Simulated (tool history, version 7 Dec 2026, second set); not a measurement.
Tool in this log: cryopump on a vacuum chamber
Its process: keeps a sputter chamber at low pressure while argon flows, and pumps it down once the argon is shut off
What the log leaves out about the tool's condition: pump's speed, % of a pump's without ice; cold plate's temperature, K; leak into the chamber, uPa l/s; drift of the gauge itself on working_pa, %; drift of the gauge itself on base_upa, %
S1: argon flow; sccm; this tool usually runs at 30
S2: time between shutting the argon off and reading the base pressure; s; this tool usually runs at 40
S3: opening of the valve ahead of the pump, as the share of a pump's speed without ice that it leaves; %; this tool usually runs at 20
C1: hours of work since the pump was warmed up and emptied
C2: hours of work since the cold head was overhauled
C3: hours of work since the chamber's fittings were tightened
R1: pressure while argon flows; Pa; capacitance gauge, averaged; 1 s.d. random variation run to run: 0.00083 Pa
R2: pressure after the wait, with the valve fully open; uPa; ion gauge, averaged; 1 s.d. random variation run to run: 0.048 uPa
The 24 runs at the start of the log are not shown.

run   hour  S1   S2  S3   C1   C2    C3      R1    R2
 25  329.6  40  119  50  486  486  1323  0.1326  1.53
 26  349.6  40  119  50  496  496  1333  0.1328  1.53
 27  365.4  31   40  20  504  504  1341  0.2525  3.30
 28  381.3  31   40  20  512  512  1349  0.2514  3.28
 29  391.8  31  203  42  517  517  1354  0.1227  1.17
 30  410.0  31  203  42  527  527  1364  0.1219  1.19
 31  421.7  31  203  42  533  533  1370  0.1220  1.17
 32  430.5  31  203  42  537  537  1374  0.1227  1.14
 33  443.9  19  220  20  544  544  1381  0.1537  1.16
 34  461.1  18  125  20  553  553  1390  0.1463  1.44

Each row is a separate what-if for the run after 34, all from the same tool condition, not one after another. Results?
  A  474.6  26  40  28  560  560  1397   ?   ?
  B  474.6  20  40  38  560  560  1397   ?   ?
  C  474.6  30  24  20  560  560  1397   ?   ?

run      R1    R2
  A  0.1522  3.27
  B  0.0877  3.38
  C  0.2431  4.99
Had the tool no hidden state, the same runs would have come out as:
run      R1    R2
  A  0.1476  2.90
  B  0.0842  3.00
  C  0.2378  4.63

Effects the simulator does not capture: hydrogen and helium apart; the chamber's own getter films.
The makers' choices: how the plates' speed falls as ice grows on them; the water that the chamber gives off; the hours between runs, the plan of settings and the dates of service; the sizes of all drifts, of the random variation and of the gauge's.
